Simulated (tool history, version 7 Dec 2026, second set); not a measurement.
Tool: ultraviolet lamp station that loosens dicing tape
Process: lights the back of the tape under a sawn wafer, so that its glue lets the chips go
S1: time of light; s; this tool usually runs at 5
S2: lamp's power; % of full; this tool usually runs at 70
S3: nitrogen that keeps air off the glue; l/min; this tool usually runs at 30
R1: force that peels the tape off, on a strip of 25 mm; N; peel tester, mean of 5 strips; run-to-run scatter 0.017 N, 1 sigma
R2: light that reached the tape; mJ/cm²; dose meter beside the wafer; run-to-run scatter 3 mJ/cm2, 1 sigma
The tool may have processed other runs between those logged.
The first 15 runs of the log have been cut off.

run    hour  S1  S2  S3     R1   R2
 16   760.9   5  70  54   0.65  453
 17   791.2   2  70  16  3.062  180
 18   857.3   9  71  30  0.248  820
 19     909   9  71  30  0.236  816
 20   937.2   9  71  30  0.234  827
 21  1006.7   4  83  30  0.857  426
 22    1045   5  70  39  0.732  451
 23    1091   5  70  39  0.736  450
 24  1159.5   5  70  39  0.733  447
     1166.7  -- lamp changed
 25  1223.2   5  72  11  1.131  465

What will run 26 give?
 26  1274.5   2  87  30   ?   ?

R1: 2.207 N
R2: 223 mJ/cm²
The same run, on a tool lacking any hidden state, would have yielded R1 2.204 N, R2 223 mJ/cm².
